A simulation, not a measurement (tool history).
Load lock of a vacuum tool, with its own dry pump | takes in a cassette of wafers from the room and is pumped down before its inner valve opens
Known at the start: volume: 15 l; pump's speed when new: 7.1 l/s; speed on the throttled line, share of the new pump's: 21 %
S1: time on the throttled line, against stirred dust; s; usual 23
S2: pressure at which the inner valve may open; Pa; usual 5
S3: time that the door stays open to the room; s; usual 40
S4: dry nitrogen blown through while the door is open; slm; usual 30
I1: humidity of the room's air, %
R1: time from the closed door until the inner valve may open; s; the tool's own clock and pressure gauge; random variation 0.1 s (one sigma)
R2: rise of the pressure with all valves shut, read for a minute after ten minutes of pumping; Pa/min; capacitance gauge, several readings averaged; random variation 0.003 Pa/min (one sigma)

run	hour	S1	S2	S3	S4	I1	R1	R2
1	0.0	23	5	40	30	45.4	39.8	0.667
2	244.5	23	5	40	30	42.9	39.8	0.693
3	447.6	23	5	40	30	41.9	40.0	0.696
# hour 638.9: door's seal changed, seat wiped
4	794.4	23	5	40	30	41.3	39.9	0.013
5	1164.5	23	5	40	30	44.4	39.9	0.018
6	1476.5	23	5	40	30	48.4	39.9	0.025
7	1894.4	23	5	40	30	45.9	39.8	0.033
8	2362.4	23	5	40	28	44.2	40.1	0.042
9	2636.0	23	5	40	28	45.0	40.0	0.050
10	2998.8	23	5	40	28	46.5	40.0	0.056
11	3397.7	23	5	40	28	43.7	40.1	0.063
12	3812.4	23	5	40	28	44.2	40.0	0.072
13	4120.3	23	8	40	30	48.8	39.1	0.082
14	4548.9	23	8	40	30	46.8	39.1	0.092
15	4842.5	29	5	40	30	46.3	44.9	0.091
16	5283.5	29	5	40	30	42.7	44.9	0.116
17	5622.6	29	5	40	30	44.7	44.7	0.126
18	6099.2	29	5	40	30	47.1	45.0	0.140
19	6325.8	23	5	40	7	44.7	40.3	0.151
20	6655.4	20	5	43	5	42.4	37.8	0.171
21	7072.1	15	9	107	9	40.3	32.8	0.189
22	7432.2	39	6	182	30	43.0	52.5	0.196
23	7668.6	14	4	182	30	44.8	34.2	0.201
24	7939.3	14	4	182	30	44.5	34.0	0.210
25	8291.1	28	5	74	30	47.2	44.5	0.215
26	8628.1	32	5	199	7	42.9	47.4	0.269
27	8886.5	12	7	42	12	44.3	31.2	0.252
28	9179.3	22	4	84	30	47.1	40.6	0.257
29	9518.1	22	8	74	5	43.2	38.7	0.285
30	9817.5	20	9	64	30	45.2	36.9	0.275
31	10270.5	24	7	45	16	46.4	40.7	0.308
32	10591.7	24	7	45	9	43.6	40.8	0.328
33	10825.0	24	7	45	9	46.6	40.8	0.341
34	11228.2	24	7	25	8	45.6	40.7	0.360
35	11588.6	18	7	25	8	42.7	36.1	0.368
36	11973.6	32	6	53	12	43.5	47.3	0.398

5 ways to go on from here, each from the tool as it stands after run 36. What would each give?
A	12166.1	32	5	42	25	43.5	?	?
B	12166.1	32	6	113	16	41.7	?	?
C	12166.1	14	7	40	30	43.5	?	?
D	12166.1	13	5	75	30	43.4	?	?
E	12166.1	34	5	85	21	46.0	?	?

run	R1	R2
A	47.7	0.395
B	47.2	0.421
C	33.0	0.395
D	33.1	0.395
E	49.2	0.407
Without the tool's hidden state the same runs would have given:
run	R1	R2
A	46.3	0.014
B	45.8	0.037
C	31.3	0.015
D	31.3	0.018
E	47.9	0.029
